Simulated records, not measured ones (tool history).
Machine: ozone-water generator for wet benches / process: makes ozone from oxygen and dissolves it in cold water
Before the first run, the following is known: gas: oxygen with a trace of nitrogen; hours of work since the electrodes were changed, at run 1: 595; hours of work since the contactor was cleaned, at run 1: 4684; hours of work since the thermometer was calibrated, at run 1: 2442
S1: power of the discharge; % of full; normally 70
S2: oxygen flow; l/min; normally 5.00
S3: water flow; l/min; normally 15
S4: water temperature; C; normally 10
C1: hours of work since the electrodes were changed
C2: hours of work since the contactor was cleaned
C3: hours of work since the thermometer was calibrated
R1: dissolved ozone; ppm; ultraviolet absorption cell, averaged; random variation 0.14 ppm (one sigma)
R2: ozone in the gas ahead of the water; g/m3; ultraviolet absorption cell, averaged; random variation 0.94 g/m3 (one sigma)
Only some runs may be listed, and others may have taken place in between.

run	hour	S1	S2	S3	S4	C1	C2	C3	R1	R2
1	0.0	70	5.00	15	10	595	4684	2442	15.3	158.0
2	38.5	70	5.00	15	10	625	4715	2472	15.2	155.9
3	74.9	70	5.00	15	10	654	4743	2501	15.3	156.7
4	110.6	70	5.00	15	10	682	4771	2529	15.1	159.1
5	148.8	70	5.00	15	10	712	4801	2559	15.2	159.0
6	188.2	70	5.00	15	10	743	4832	2590	15.2	157.0
7	243.3	70	5.00	15	10	786	4875	2633	15.0	158.5
8	274.6	70	5.00	15	10	811	4900	2657	15.0	155.4
9	316.0	70	5.00	15	10	843	4933	2690	15.0	157.3
10	365.6	70	5.00	15	6	882	4971	2729	15.9	157.2
# hour 375.1: contactor cleaned
11	403.8	70	5.00	15	6	909	23	2756	14.9	157.3
12	465.1	71	5.00	15	10	957	71	2804	14.3	160.1
13	506.5	70	5.00	15	18	990	103	2836	12.6	157.3
14	548.8	70	5.00	15	18	1023	136	2870	12.5	157.3
15	602.4	70	5.00	15	10	1065	178	2912	14.3	154.6
# hour 640.1: contactor cleaned, once more
16	642.6	70	5.00	15	8	1093	2	2940	16.8	155.7
17	700.8	98	5.00	15	8	1139	48	2986	20.6	193.4
18	746.6	70	5.88	15	16	1175	84	3022	14.8	142.4
19	781.6	70	3.62	15	12	1202	111	3049	15.4	186.1
20	833.3	70	3.62	15	12	1243	152	3090	15.6	185.8
21	889.8	65	7.62	14	10	1287	196	3134	16.1	117.4
22	931.1	65	7.62	14	10	1320	228	3167	16.1	118.8
23	993.7	94	4.41	16	7	1369	278	3216	18.6	199.1
24	1055.8	93	5.80	15	10	1418	326	3264	19.4	170.7
25	1092.4	70	5.00	21	10	1446	355	3293	10.8	154.5
26	1136.3	76	5.00	15	10	1481	390	3328	17.1	163.8
27	1198.5	70	5.00	13	10	1530	438	3377	18.6	154.3
28	1249.2	42	5.26	15	10	1570	478	3416	11.5	108.3
29	1304.5	42	5.26	15	10	1613	522	3460	11.5	108.4
30	1338.8	56	5.00	14	10	1640	549	3487	14.8	132.5
31	1389.4	58	5.00	14	10	1680	588	3526	15.1	136.4
32	1428.5	88	5.00	10	10	1710	619	3557	27.2	177.2

What if the next run were any one of these 5? Each begins from the tool's condition after run 32:
A	1457.0	70	5.00	15	6	1733	641	3580	?	?
B	1457.0	70	2.87	15	9	1733	641	3580	?	?
C	1457.0	57	5.00	10	10	1733	641	3580	?	?
D	1457.0	70	5.00	12	10	1733	641	3580	?	?
E	1457.0	64	5.00	13	10	1733	641	3580	?	?

run	R1	R2
A	16.6	154.3
B	15.0	209.3
C	20.3	134.6
D	19.8	153.0
E	17.4	146.7
With the hidden condition removed and each run's random variation left untouched, the same runs would have given:
run	R1	R2
A	17.5	160.9
B	15.9	218.2
C	21.4	139.6
D	20.9	159.6
E	18.4	152.6

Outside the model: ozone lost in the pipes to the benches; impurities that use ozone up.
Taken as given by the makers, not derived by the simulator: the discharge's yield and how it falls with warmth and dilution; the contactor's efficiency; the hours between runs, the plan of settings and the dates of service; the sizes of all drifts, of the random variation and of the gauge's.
